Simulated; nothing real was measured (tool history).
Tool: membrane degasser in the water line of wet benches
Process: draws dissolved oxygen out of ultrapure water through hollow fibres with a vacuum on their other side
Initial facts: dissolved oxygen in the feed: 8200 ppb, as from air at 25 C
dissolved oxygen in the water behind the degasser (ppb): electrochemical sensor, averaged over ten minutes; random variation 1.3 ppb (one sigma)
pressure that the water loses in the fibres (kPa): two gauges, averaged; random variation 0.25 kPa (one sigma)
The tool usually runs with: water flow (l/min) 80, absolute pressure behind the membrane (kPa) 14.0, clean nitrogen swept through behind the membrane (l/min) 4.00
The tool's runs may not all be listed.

run	hour	water flow (l/min)	absolute pressure behind the membrane (kPa)	clean nitrogen swept through behind the membrane (l/min)	dissolved oxygen in the water behind the degasser (ppb)	pressure that the water loses in the fibres (kPa)
1	0.0	80	14.0	4.00	471.8	65.96
2	53.1	80	14.0	4.00	472.9	65.65
3	99.3	80	14.0	4.00	472.5	66.32
4	163.3	80	14.0	4.00	472.8	65.71
5	213.3	80	14.0	4.00	469.7	65.77
6	260.7	80	14.0	4.00	470.4	65.99
7	319.6	80	14.0	4.00	469.0	65.32
8	367.3	80	14.0	4.00	472.1	65.61
9	412.4	80	14.0	4.00	470.6	65.71
10	470.7	80	14.0	4.00	471.0	65.40
11	558.5	80	8.8	4.00	258.9	65.36
12	600.1	80	8.8	4.00	258.4	65.24
# hour 626.0: vacuum gauge calibrated
13	689.4	80	8.8	4.00	257.0	65.21
14	767.3	52	8.8	4.00	167.5	41.91
15	832.4	80	14.0	4.00	473.3	65.04
16	876.7	88	14.0	4.00	517.4	72.34
17	956.8	70	25.3	5.03	663.6	56.68
18	1012.0	73	14.4	4.00	448.2	59.43
19	1091.7	61	25.0	7.34	414.8	49.44
20	1167.9	61	25.0	3.81	736.8	49.64
21	1234.3	61	25.0	3.81	737.8	49.55
22	1304.6	80	25.4	5.22	730.3	65.29
23	1376.4	60	14.0	10.17	154.8	48.62
24	1436.2	112	14.0	1.67	1199.8	90.76
25	1488.6	104	12.1	7.00	339.5	84.25
26	1561.4	104	12.1	7.00	339.1	83.70
27	1615.0	87	27.8	7.15	664.5	70.34
28	1663.5	53	24.9	4.00	619.2	43.00
29	1752.2	83	15.7	8.46	296.8	66.58
30	1805.9	83	15.7	8.46	298.1	66.85
31	1856.2	83	15.7	8.46	298.6	66.93
32	1898.5	85	34.8	4.00	1304.3	68.27

Selected run-to-run steps in pressure that the water loses in the fibres (kPa), each split into two signed amounts: the part the tool would show with no hidden state at all (from settings, incoming material and random variation), and the remainder, which goes to the hidden state together with any gauge scatter not common to the measured and the hidden-state-free results:
Hidden state at play: membrane still open, %; true pressure behind the membrane over the reading, kPa; air that leaks in behind the membrane, l/min; drift of the gauge itself on oxygen_ppb, %; drift of the gauge itself on loss_of_pressure_kpa, %.
Run 23 -> 24: water flow (l/min) 60 -> 112, clean nitrogen swept through behind the membrane (l/min) 10.17 -> 1.67. pressure that the water loses in the fibres (kPa) +42.14: hidden state -0.78, all else +42.92.
Run 27 -> 28: water flow (l/min) 87 -> 53, absolute pressure behind the membrane (kPa) 27.8 -> 24.9, clean nitrogen swept through behind the membrane (l/min) 7.15 -> 4.00. pressure that the water loses in the fibres (kPa) -27.34: hidden state +0.53, all else -27.87.
Run 28 -> 29: water flow (l/min) 53 -> 83, absolute pressure behind the membrane (kPa) 24.9 -> 15.7, clean nitrogen swept through behind the membrane (l/min) 4.00 -> 8.46. pressure that the water loses in the fibres (kPa) +23.58: hidden state -0.57, all else +24.15.

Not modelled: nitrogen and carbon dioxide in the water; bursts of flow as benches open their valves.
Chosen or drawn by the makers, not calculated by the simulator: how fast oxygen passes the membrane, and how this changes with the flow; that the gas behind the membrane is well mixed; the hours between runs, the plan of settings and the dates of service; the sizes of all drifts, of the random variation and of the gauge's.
